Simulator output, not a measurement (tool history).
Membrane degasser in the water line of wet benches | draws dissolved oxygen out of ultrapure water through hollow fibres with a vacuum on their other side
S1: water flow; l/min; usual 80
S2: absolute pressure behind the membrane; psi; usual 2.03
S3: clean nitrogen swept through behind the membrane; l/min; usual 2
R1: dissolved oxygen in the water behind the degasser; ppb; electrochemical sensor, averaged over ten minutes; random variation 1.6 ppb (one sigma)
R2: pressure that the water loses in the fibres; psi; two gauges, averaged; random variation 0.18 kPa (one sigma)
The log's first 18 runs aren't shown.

run 19 hour=933.5 | S1=61 S2=4.21 S3=0.95 | R1=2314.4 R2=4.064
run 20 hour=1004.7 | S1=87 S2=4.1 S3=2 | R1=1770.9 R2=5.745
run 21 hour=1068.3 | S1=52 S2=1.96 S3=1.01 | R1=917 R2=3.477
run 22 hour=1108.8 | S1=50 S2=2.03 S3=1.1 | R1=876.3 R2=3.301
run 23 hour=1171.5 | S1=80 S2=2.06 S3=3.26 | R1=556.5 R2=5.375
run 24 hour=1217 | S1=113 S2=2.44 S3=2 | R1=1272.8 R2=7.529
run 25 hour=1298.5 | S1=113 S2=2.44 S3=2 | R1=1270 R2=7.551
run 26 hour=1338.7 | S1=51 S2=2.41 S3=1.59 | R1=824.4 R2=3.404
run 27 hour=1392.1 | S1=79 S2=1.89 S3=1.71 | R1=814.9 R2=5.247
run 28 hour=1448.7 | S1=79 S2=2.13 S3=1.71 | R1=939.8 R2=5.259
run 29 hour=1482 | S1=79 S2=2.13 S3=1.71 | R1=942.6 R2=5.258
run 30 hour=1516.1 | S1=64 S2=3.25 S3=2 | R1=1132.6 R2=4.257
run 31 hour=1586.3 | S1=68 S2=2.03 S3=1.21 | R1=1018.9 R2=4.512

Forecast each of these 3 alternatives for the next run:
run A hour=1633.9 | S1=69 S2=2.63 S3=2.01 | R1=? R2=?
run B hour=1633.9 | S1=51 S2=3.96 S3=4.37 | R1=? R2=?
run C hour=1633.9 | S1=77 S2=2.61 S3=4.94 | R1=? R2=?

run=A R1=956.6 R2=4.621
run=B R1=611.9 R2=3.413
run=C R1=500.6 R2=5.176
Without the tool's hidden state the same runs would have given:
run=A R1=956.5 R2=4.515
run=B R1=611.8 R2=3.336
run=C R1=500.5 R2=5.06
